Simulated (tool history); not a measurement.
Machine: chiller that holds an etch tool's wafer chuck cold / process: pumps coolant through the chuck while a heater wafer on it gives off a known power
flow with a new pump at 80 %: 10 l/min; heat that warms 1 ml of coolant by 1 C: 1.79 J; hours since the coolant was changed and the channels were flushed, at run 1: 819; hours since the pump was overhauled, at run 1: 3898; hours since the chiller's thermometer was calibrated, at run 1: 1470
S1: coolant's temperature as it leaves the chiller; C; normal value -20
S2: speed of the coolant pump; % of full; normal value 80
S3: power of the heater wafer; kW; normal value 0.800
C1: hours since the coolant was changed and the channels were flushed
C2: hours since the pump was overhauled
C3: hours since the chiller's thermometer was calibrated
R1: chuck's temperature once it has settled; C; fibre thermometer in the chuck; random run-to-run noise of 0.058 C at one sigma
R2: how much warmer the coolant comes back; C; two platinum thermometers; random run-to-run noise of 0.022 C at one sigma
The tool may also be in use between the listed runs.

| run | hour | S1 | S2 | S3 | C1 | C2 | C3 | R1 | R2 |
|---|---|---|---|---|---|---|---|---|---|
| 1 | 0.0 | -20 | 80 | 0.800 | 819 | 3898 | 1470 | -14.66 | 2.83 |
| 2 | 106.4 | -20 | 80 | 0.800 | 926 | 4004 | 1577 | -14.57 | 2.86 |
| 3 | 174.3 | -10 | 80 | 0.800 | 994 | 4072 | 1644 | -4.65 | 2.84 |
| 4 | 247.7 | -10 | 80 | 0.800 | 1067 | 4146 | 1718 | -4.52 | 2.83 |
| 5 | 349.0 | -20 | 80 | 0.800 | 1168 | 4247 | 1819 | -14.71 | 2.85 |
| 6 | 418.9 | -11 | 80 | 0.800 | 1238 | 4317 | 1889 | -5.48 | 2.90 |
| 7 | 522.8 | -11 | 80 | 0.800 | 1342 | 4421 | 1993 | -5.43 | 2.91 |
| 8 | 600.9 | -20 | 80 | 0.800 | 1420 | 4499 | 2071 | -14.47 | 2.90 |
| 9 | 726.5 | -15 | 80 | 0.800 | 1546 | 4624 | 2197 | -9.59 | 2.90 |
| 10 | 861.0 | -15 | 80 | 0.800 | 1680 | 4759 | 2331 | -9.56 | 2.91 |
| 11 | 986.5 | -20 | 80 | 0.800 | 1806 | 4884 | 2457 | -14.44 | 2.91 |
| 12 | 1106.1 | -20 | 80 | 0.800 | 1926 | 5004 | 2576 | -14.45 | 2.93 |
| 13 | 1235.9 | -20 | 80 | 0.800 | 2055 | 5134 | 2706 | -14.43 | 2.94 |
|  | 1327.0 | chiller's thermometer calibrated |
| 14 | 1354.2 | -20 | 80 | 0.800 | 2173 | 5251 | 27 | -14.23 | 2.92 |
| 15 | 1460.0 | -20 | 80 | 0.800 | 2278 | 5357 | 133 | -14.16 | 2.94 |
| 16 | 1574.5 | -20 | 80 | 0.800 | 2393 | 5471 | 248 | -14.12 | 2.91 |
| 17 | 1683.5 | -28 | 64 | 0.800 | 2502 | 5580 | 357 | -20.78 | 3.75 |
| 18 | 1774.0 | -28 | 64 | 0.800 | 2592 | 5671 | 447 | -20.68 | 3.76 |
| 19 | 1892.6 | -28 | 64 | 0.800 | 2711 | 5789 | 566 | -20.72 | 3.81 |
| 20 | 1973.5 | -22 | 68 | 0.924 | 2792 | 5870 | 647 | -14.00 | 4.10 |
| 21 | 2108.9 | -20 | 82 | 0.998 | 2927 | 6006 | 782 | -12.78 | 3.59 |
| 22 | 2208.5 | -21 | 65 | 0.998 | 3027 | 6105 | 882 | -11.81 | 4.66 |
| 23 | 2325.9 | -21 | 65 | 0.998 | 3144 | 6223 | 999 | -11.84 | 4.67 |
| 24 | 2395.2 | -23 | 65 | 1.167 | 3214 | 6292 | 1068 | -12.41 | 5.41 |
| 25 | 2537.0 | -12 | 80 | 1.167 | 3355 | 6434 | 1210 | -3.34 | 4.36 |
| 26 | 2611.8 | -22 | 74 | 0.556 | 3430 | 6509 | 1285 | -17.55 | 2.24 |
| 27 | 2726.4 | -17 | 70 | 0.596 | 3545 | 6623 | 1399 | -11.89 | 2.58 |
| 28 | 2794.2 | -17 | 80 | 0.800 | 3613 | 6691 | 1467 | -11.06 | 3.01 |
| 29 | 2892.1 | -17 | 65 | 0.578 | 3710 | 6789 | 1565 | -11.67 | 2.71 |
| 30 | 3031.4 | -13 | 68 | 0.578 | 3850 | 6928 | 1704 | -7.99 | 2.55 |
| 31 | 3130.0 | -13 | 68 | 0.578 | 3948 | 7027 | 1803 | -7.94 | 2.59 |

Table of differences, measured result less the result of that run with no hidden state. Run-to-run variation is the same in both. Gauge scatter possibly is not:
What the log doesn't record here: heat passed by the chuck's channels, % of clean ones'; flow at a given pump speed, % of a new pump's; coolant's true temperature over the reading, C; drift of the gauge itself on chuck_c, C; drift of the gauge itself on warmer_back_c, C.
| run | R1 | R2 |
|---|---|---|
| 1 | +0.26 | +0.18 |
| 2 | +0.27 | +0.19 |
| 3 | +0.27 | +0.19 |
| 4 | +0.28 | +0.20 |
| 5 | +0.29 | +0.20 |
| 6 | +0.30 | +0.21 |
| 7 | +0.31 | +0.21 |
| 8 | +0.31 | +0.22 |
| 9 | +0.32 | +0.22 |
| 10 | +0.33 | +0.23 |
| 11 | +0.34 | +0.23 |
| 12 | +0.36 | +0.24 |
| 13 | +0.36 | +0.24 |
| 14 | +0.65 | +0.25 |
| 15 | +0.65 | +0.26 |
| 16 | +0.66 | +0.26 |
| 17 | +0.85 | +0.34 |
| 18 | +0.87 | +0.34 |
| 19 | +0.89 | +0.36 |
| 20 | +0.99 | +0.39 |
| 21 | +0.90 | +0.35 |
| 22 | +1.17 | +0.46 |
| 23 | +1.20 | +0.47 |
| 24 | +1.45 | +0.55 |
| 25 | +1.19 | +0.45 |
| 26 | +0.54 | +0.23 |
| 27 | +0.64 | +0.27 |
| 28 | +0.79 | +0.32 |
| 29 | +0.69 | +0.30 |
| 30 | +0.66 | +0.29 |
| 31 | +0.67 | +0.30 |
